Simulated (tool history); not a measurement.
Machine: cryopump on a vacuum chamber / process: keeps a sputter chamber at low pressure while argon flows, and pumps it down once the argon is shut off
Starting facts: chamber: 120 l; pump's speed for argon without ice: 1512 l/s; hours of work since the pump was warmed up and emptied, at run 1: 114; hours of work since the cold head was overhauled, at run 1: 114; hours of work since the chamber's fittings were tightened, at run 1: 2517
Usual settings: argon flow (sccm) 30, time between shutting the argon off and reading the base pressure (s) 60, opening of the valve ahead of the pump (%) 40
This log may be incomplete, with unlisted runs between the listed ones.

run	hour	argon flow (sccm)	time between shutting the argon off and reading the base pressure (s)	opening of the valve ahead of the pump (%)	hours of work since the pump was warmed up and emptied	hours of work since the cold head was overhauled	hours of work since the chamber's fittings were tightened	pressure while argon flows (Pa)	pressure after the wait (uPa)
1	0.0	30	60	40	114	114	2517	0.0849	2.00
2	58.5	30	60	40	140	140	2544	0.0846	2.11
3	109.8	30	60	40	163	163	2567	0.0849	2.12
4	188.1	30	60	40	198	198	2602	0.0842	2.15
5	250.1	30	60	59	226	226	2630	0.0581	2.13
6	305.4	30	60	59	251	251	2655	0.0571	2.19
7	379.9	30	60	36	285	285	2688	0.0949	2.16
8	446.4	17	60	40	314	314	2718	0.0487	2.15
9	523.6	17	60	40	349	349	2753	0.0477	2.19
10	590.0	17	60	40	379	379	2782	0.0483	2.18
11	631.5	30	60	35	398	398	2801	0.0985	2.25
12	674.4	30	60	51	417	417	2820	0.0670	2.19
13	745.8	30	60	40	449	449	2852	0.0845	2.28
# hour 780.1: leaking fittings of the chamber tightened, without venting
14	810.4	30	60	40	477	477	14	0.0873	1.10
15	880.4	30	60	40	508	508	45	0.0861	1.13
16	937.0	30	60	40	534	534	70	0.0865	1.09
17	1018.0	17	185	40	570	570	107	0.0488	0.56
18	1098.6	17	185	40	606	606	143	0.0496	0.59
19	1151.5	28	117	22	630	630	167	0.1447	0.77
20	1221.4	28	112	22	662	662	198	0.1460	0.77
21	1285.8	28	112	22	690	690	227	0.1461	0.79
22	1365.4	34	103	16	726	726	263	0.2416	0.90
23	1411.6	30	57	15	747	747	284	0.2258	1.25
24	1476.4	30	246	38	776	776	313	0.0917	0.60
25	1528.6	30	246	38	799	799	336	0.0922	0.58
26	1579.8	12	42	22	822	822	359	0.0632	1.59
27	1615.1	20	239	39	838	838	375	0.0603	0.59
28	1676.3	59	35	39	866	866	402	0.1763	1.89
29	1710.6	59	35	39	881	881	418	0.1774	1.95
30	1783.7	27	50	49	914	914	451	0.0660	1.46
31	1829.1	55	114	52	934	934	471	0.1251	0.90
32	1900.1	17	104	40	966	966	503	0.0507	0.95

What if the next run were any one of these 3? Each begins from the tool's condition after run 32:
A	1978.4	45	266	40	1001	1001	538	?	?
B	1978.4	30	220	30	1001	1001	538	?	?
C	1978.4	16	102	38	1001	1001	538	?	?

run	pressure while argon flows (Pa)	pressure after the wait (uPa)
A	0.1331	0.64
B	0.1154	0.66
C	0.0495	1.00
Stripped of hidden state, with their random variation kept, the same runs would have yielded:
run	pressure while argon flows (Pa)	pressure after the wait (uPa)
A	0.1264	0.38
B	0.1109	0.40
C	0.0471	0.75
